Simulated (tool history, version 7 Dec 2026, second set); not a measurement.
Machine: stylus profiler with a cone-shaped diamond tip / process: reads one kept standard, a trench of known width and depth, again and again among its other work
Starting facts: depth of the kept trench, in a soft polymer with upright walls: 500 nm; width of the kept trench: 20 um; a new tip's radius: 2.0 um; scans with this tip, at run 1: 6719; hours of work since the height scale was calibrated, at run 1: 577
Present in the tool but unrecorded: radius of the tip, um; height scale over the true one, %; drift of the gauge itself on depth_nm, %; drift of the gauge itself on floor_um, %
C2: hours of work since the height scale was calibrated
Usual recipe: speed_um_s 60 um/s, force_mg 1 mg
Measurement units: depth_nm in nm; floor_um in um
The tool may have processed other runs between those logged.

run 1 hour=0 | speed_um_s=60 force_mg=1 | scans_with_this_tip=6719 C2=577 | depth_nm=502.56 floor_um=16.59
run 2 hour=30.6 | speed_um_s=60 force_mg=1 | scans_with_this_tip=6976 C2=599 | depth_nm=502.13 floor_um=16.56
run 3 hour=48.1 | speed_um_s=140 force_mg=1 | scans_with_this_tip=7124 C2=611 | depth_nm=502.73 floor_um=16.18
run 4 hour=65.9 | speed_um_s=140 force_mg=1 | scans_with_this_tip=7273 C2=624 | depth_nm=502.44 floor_um=16.13
run 5 hour=80.2 | speed_um_s=60 force_mg=1.74 | scans_with_this_tip=7393 C2=634 | depth_nm=503.16 floor_um=16.63
run 6 hour=110.9 | speed_um_s=156 force_mg=1 | scans_with_this_tip=7651 C2=657 | depth_nm=502.69 floor_um=16.07
run 7 hour=130.1 | speed_um_s=156 force_mg=1 | scans_with_this_tip=7812 C2=670 | depth_nm=502.4 floor_um=16.05
run 8 hour=145.7 | speed_um_s=156 force_mg=1 | scans_with_this_tip=7944 C2=682 | depth_nm=502.55 floor_um=16.03
run 9 hour=168.9 | speed_um_s=60 force_mg=1.04 | scans_with_this_tip=8138 C2=698 | depth_nm=502.52 floor_um=16.52
run 10 hour=189.2 | speed_um_s=222 force_mg=1 | scans_with_this_tip=8309 C2=713 | depth_nm=502.49 floor_um=15.72
run 11 hour=220.4 | speed_um_s=222 force_mg=1 | scans_with_this_tip=8571 C2=736 | depth_nm=502.6 floor_um=15.69
run 12 hour=250 | speed_um_s=222 force_mg=1 | scans_with_this_tip=8819 C2=757 | depth_nm=502.71 floor_um=15.64
run 13 hour=278.7 | speed_um_s=222 force_mg=1 | scans_with_this_tip=9061 C2=778 | depth_nm=502.76 floor_um=15.64
run 14 hour=297.9 | speed_um_s=60 force_mg=1 | scans_with_this_tip=9222 C2=791 | depth_nm=502.87 floor_um=16.45
run 15 hour=323.2 | speed_um_s=60 force_mg=1 | scans_with_this_tip=9435 C2=810 | depth_nm=502.66 floor_um=16.41
run 16 hour=336.7 | speed_um_s=60 force_mg=0.63 | scans_with_this_tip=9548 C2=819 | depth_nm=502.18 floor_um=16.32
run 17 hour=350.1 | speed_um_s=60 force_mg=0.63 | scans_with_this_tip=9661 C2=829 | depth_nm=502.25 floor_um=16.37
-- hour=353 height scale calibrated on a step standard
run 18 hour=373 | speed_um_s=72 force_mg=1 | scans_with_this_tip=9849 C2=14 | depth_nm=502.98 floor_um=16.32
run 19 hour=396.2 | speed_um_s=60 force_mg=1 | scans_with_this_tip=10044 C2=31 | depth_nm=502.78 floor_um=16.37
run 20 hour=412.9 | speed_um_s=60 force_mg=1 | scans_with_this_tip=10184 C2=43 | depth_nm=503.02 floor_um=16.37
-- hour=418.8 height scale calibrated on a step standard, once more
run 21 hour=444.4 | speed_um_s=60 force_mg=1 | scans_with_this_tip=10445 C2=18 | depth_nm=501.73 floor_um=16.38
run 22 hour=462 | speed_um_s=31 force_mg=1 | scans_with_this_tip=10593 C2=31 | depth_nm=501.72 floor_um=16.41
run 23 hour=489.4 | speed_um_s=210 force_mg=0.49 | scans_with_this_tip=10823 C2=51 | depth_nm=501.09 floor_um=15.21
run 24 hour=510 | speed_um_s=210 force_mg=0.49 | scans_with_this_tip=10996 C2=66 | depth_nm=501.05 floor_um=15.15
run 25 hour=540.6 | speed_um_s=60 force_mg=0.66 | scans_with_this_tip=11253 C2=88 | depth_nm=501.32 floor_um=16.18
run 26 hour=572.4 | speed_um_s=68 force_mg=0.65 | scans_with_this_tip=11521 C2=111 | depth_nm=501.49 floor_um=16.17
run 27 hour=589.1 | speed_um_s=52 force_mg=2.17 | scans_with_this_tip=11661 C2=123 | depth_nm=502.79 floor_um=16.38
run 28 hour=612 | speed_um_s=52 force_mg=2.17 | scans_with_this_tip=11854 C2=139 | depth_nm=502.91 floor_um=16.37
run 29 hour=634.4 | speed_um_s=16 force_mg=0.44 | scans_with_this_tip=12042 C2=155 | depth_nm=501.15 floor_um=16.43
run 30 hour=655.7 | speed_um_s=130 force_mg=0.46 | scans_with_this_tip=12221 C2=171 | depth_nm=501.09 floor_um=15.62
run 31 hour=685.1 | speed_um_s=101 force_mg=0.62 | scans_with_this_tip=12468 C2=192 | depth_nm=501.47 floor_um=15.91
run 32 hour=711.9 | speed_um_s=81 force_mg=1.13 | scans_with_this_tip=12693 C2=211 | depth_nm=501.9 floor_um=16.14
run 33 hour=730.2 | speed_um_s=81 force_mg=1.13 | scans_with_this_tip=12846 C2=225 | depth_nm=501.91 floor_um=16.12
run 34 hour=760.5 | speed_um_s=81 force_mg=1.13 | scans_with_this_tip=13101 C2=246 | depth_nm=501.91 floor_um=16.12
run 35 hour=781.8 | speed_um_s=216 force_mg=1.31 | scans_with_this_tip=13280 C2=262 | depth_nm=502.15 floor_um=15.53
run 36 hour=805.9 | speed_um_s=44 force_mg=0.79 | scans_with_this_tip=13482 C2=279 | depth_nm=501.5 floor_um=16.25
run 37 hour=831.2 | speed_um_s=48 force_mg=0.87 | scans_with_this_tip=13695 C2=297 | depth_nm=502.02 floor_um=16.16

Run 38 is up next; what results do you expect?
run 38 hour=855.9 | speed_um_s=48 force_mg=1.82 | scans_with_this_tip=13903 C2=315 | depth_nm=? floor_um=?

Run 38 measured depth_nm 502.69 nm, floor_um 16.24 um.
Take away the tool's hidden state, keep the run-to-run variation as it was, and the same run would have given depth_nm 502.54 nm, floor_um 17.17 um.
